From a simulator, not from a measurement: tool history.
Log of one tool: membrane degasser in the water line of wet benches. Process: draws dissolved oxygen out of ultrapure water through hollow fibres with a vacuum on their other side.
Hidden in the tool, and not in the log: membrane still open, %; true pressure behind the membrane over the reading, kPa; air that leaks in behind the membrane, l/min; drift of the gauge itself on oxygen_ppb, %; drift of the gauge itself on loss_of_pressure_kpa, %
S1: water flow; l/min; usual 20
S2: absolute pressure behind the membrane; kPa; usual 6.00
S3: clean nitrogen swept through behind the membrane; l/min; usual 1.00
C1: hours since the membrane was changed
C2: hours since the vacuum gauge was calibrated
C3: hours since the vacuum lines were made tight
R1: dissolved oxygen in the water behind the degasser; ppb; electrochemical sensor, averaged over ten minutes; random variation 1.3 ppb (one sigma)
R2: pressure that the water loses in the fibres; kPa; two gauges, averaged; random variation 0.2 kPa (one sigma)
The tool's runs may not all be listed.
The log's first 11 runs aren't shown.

run 12 hour=1350.9 | S1=20 S2=6.00 S3=1.00 | C1=5558 C2=236 C3=3457 | R1=195.8 R2=69.10
run 13 hour=1455.4 | S1=20 S2=6.00 S3=1.00 | C1=5662 C2=341 C3=3561 | R1=196.1 R2=69.17
run 14 hour=1615.4 | S1=20 S2=6.00 S3=1.00 | C1=5822 C2=501 C3=3721 | R1=194.0 R2=69.48
run 15 hour=1704.8 | S1=20 S2=6.00 S3=1.00 | C1=5912 C2=590 C3=3811 | R1=198.8 R2=69.15
run 16 hour=1815.2 | S1=20 S2=6.00 S3=0.65 | C1=6022 C2=701 C3=3921 | R1=254.4 R2=69.24
run 17 hour=1897.3 | S1=20 S2=6.00 S3=0.65 | C1=6104 C2=783 C3=4003 | R1=254.2 R2=69.17
run 18 hour=1996.6 | S1=20 S2=10.10 S3=0.65 | C1=6203 C2=882 C3=4102 | R1=501.9 R2=69.12
-- hour=2010.3 vacuum gauge calibrated, once more
run 19 hour=2140.5 | S1=14 S2=8.06 S3=2.15 | C1=6347 C2=130 C3=4246 | R1=89.4 R2=48.53
run 20 hour=2285.4 | S1=14 S2=8.06 S3=2.15 | C1=6492 C2=275 C3=4391 | R1=89.3 R2=48.73
run 21 hour=2379.8 | S1=17 S2=6.37 S3=0.58 | C1=6586 C2=369 C3=4485 | R1=230.1 R2=59.10
run 22 hour=2479.7 | S1=17 S2=5.18 S3=0.70 | C1=6686 C2=469 C3=4585 | R1=141.0 R2=58.71
run 23 hour=2576.9 | S1=18 S2=5.18 S3=1.02 | C1=6783 C2=567 C3=4682 | R1=125.5 R2=62.59
run 24 hour=2704.6 | S1=23 S2=6.00 S3=1.52 | C1=6911 C2=694 C3=4810 | R1=219.7 R2=79.88
run 25 hour=2810.3 | S1=20 S2=10.41 S3=2.16 | C1=7017 C2=800 C3=4916 | R1=228.2 R2=69.46

Run 26 comes next. What will it give?
run 26 hour=2884.7 | S1=20 S2=10.41 S3=2.16 | C1=7091 C2=874 C3=4990 | R1=? R2=?

R1: 226.4 ppb
R2: 69.31 kPa
Without the tool's hidden state the same run would have given R1 215.8 ppb, R2 67.72 kPa.
